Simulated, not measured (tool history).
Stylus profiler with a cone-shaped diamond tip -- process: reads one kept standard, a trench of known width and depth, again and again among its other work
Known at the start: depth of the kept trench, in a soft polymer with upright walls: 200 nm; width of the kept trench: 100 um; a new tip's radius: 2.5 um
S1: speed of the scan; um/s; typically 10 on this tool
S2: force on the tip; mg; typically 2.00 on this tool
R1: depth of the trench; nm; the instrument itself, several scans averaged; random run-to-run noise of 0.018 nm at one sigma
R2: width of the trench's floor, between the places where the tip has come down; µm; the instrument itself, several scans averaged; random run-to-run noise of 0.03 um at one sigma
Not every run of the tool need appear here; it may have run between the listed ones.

{"run": 1, "hour": 0.0, "S1": 10, "S2": 2.0, "R1": 202.05, "R2": 96.91}
{"run": 2, "hour": 10.8, "S1": 10, "S2": 2.0, "R1": 202.04, "R2": 96.9}
{"run": 3, "hour": 19.9, "S1": 10, "S2": 3.59, "R1": 202.9, "R2": 96.86}
{"run": 4, "hour": 30.2, "S1": 10, "S2": 2.0, "R1": 202.06, "R2": 96.86}
{"run": 5, "hour": 42.2, "S1": 10, "S2": 2.0, "R1": 202.03, "R2": 96.87}
{"run": 6, "hour": 57.1, "S1": 10, "S2": 2.0, "R1": 202.04, "R2": 96.85}
{"run": 7, "hour": 70.0, "S1": 10, "S2": 4.67, "R1": 203.36, "R2": 96.93}
{"run": 8, "hour": 84.6, "S1": 10, "S2": 4.67, "R1": 203.42, "R2": 96.89}
{"run": 9, "hour": 100.2, "S1": 10, "S2": 3.88, "R1": 203.03, "R2": 96.87}
{"run": 10, "hour": 114.7, "S1": 10, "S2": 2.68, "R1": 202.41, "R2": 96.89}
{"run": 11, "hour": 132.1, "S1": 16, "S2": 5.61, "R1": 203.79, "R2": 96.83}
{"run": 12, "hour": 151.9, "S1": 10, "S2": 1.91, "R1": 202.01, "R2": 96.79}
{"run": 13, "hour": 166.1, "S1": 10, "S2": 1.91, "R1": 202.01, "R2": 96.79}
{"run": 14, "hour": 184.1, "S1": 10, "S2": 1.05, "R1": 201.46, "R2": 96.77}
{"run": 15, "hour": 193.6, "S1": 3, "S2": 2.5, "R1": 202.34, "R2": 96.83}
{"hour": 206.0, "done": "new tip fitted, height scale calibrated"}
{"run": 16, "hour": 209.9, "S1": 4, "S2": 1.39, "R1": 201.4, "R2": 98.0}
{"run": 17, "hour": 227.3, "S1": 6, "S2": 1.57, "R1": 201.51, "R2": 97.94}
{"run": 18, "hour": 237.8, "S1": 26, "S2": 1.73, "R1": 201.62, "R2": 97.88}
{"run": 19, "hour": 257.6, "S1": 10, "S2": 0.84, "R1": 201.01, "R2": 97.91}
{"run": 20, "hour": 272.4, "S1": 10, "S2": 0.84, "R1": 201.02, "R2": 97.92}

Forecast each of these 3 alternatives for the next run:
{"run": "A", "hour": 289.7, "S1": 2, "S2": 0.93, "R1": "?", "R2": "?"}
{"run": "B", "hour": 289.7, "S1": 35, "S2": 0.84, "R1": "?", "R2": "?"}
{"run": "C", "hour": 289.7, "S1": 10, "S2": 4.77, "R1": "?", "R2": "?"}

run=A R1=201.10 R2=97.94
run=B R1=201.04 R2=97.79
run=C R1=203.17 R2=97.93
Take away the tool's hidden state, keep each run's random variation, and the runs would have read:
run=A R1=201.05 R2=98.04
run=B R1=200.98 R2=97.89
run=C R1=203.11 R2=98.03
